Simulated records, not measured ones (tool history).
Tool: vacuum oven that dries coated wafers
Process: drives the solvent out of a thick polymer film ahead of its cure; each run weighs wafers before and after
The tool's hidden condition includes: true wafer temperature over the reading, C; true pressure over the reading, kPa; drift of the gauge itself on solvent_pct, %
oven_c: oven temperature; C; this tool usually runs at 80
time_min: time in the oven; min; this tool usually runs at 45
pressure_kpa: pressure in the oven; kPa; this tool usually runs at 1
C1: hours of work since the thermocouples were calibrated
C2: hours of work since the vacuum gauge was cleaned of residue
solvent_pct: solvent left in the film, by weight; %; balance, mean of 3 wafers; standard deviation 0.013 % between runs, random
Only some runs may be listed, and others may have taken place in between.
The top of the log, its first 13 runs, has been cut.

Run 14, hour 831: usual settings; C1 859; C2 248. Result: solvent_pct 2.95 %.
Run 15, hour 875.3: usual settings; C1 894; C2 284. Result: solvent_pct 2.98 %.
Run 16, hour 967.6: usual settings but time_min 34 min; C1 967; C2 357. Result: solvent_pct 3.92 %.
Run 17, hour 1045.8: usual settings but pressure_kpa 0.69 kPa; C1 1029; C2 419. Result: solvent_pct 2.73 %.
Run 18, hour 1115.3: usual settings but oven_c 69 C; C1 1085; C2 474. Result: solvent_pct 5.41 %.
Run 19, hour 1175.6: usual settings but oven_c 69 C; C1 1133; C2 522. Result: solvent_pct 5.38 %.
Run 20, hour 1229.6: usual settings but oven_c 69 C; C1 1175; C2 565. Result: solvent_pct 5.38 %.
Run 21, hour 1286: usual settings; C1 1220; C2 610. Result: solvent_pct 2.95 %.
Run 22, hour 1348.2: usual settings but pressure_kpa 2.4 kPa; C1 1270; C2 659. Result: solvent_pct 3.91 %.
Run 23, hour 1419.3: usual settings but oven_c 74 C, pressure_kpa 3.26 kPa; C1 1326; C2 716. Result: solvent_pct 6.02 %.
Run 24, hour 1503.4: usual settings but oven_c 92 C, pressure_kpa 3.26 kPa; C1 1393; C2 783. Result: solvent_pct 2.24 %.

The next listed run, before its measurement:
Run 25, hour 1562.9: usual settings but oven_c 92 C, pressure_kpa 3.26 kPa; C1 1440; C2 830. Result: solvent_pct ?.

solvent_pct: 2.24 %
Without the tool's hidden state the same run would have given solvent_pct 2.36 %.
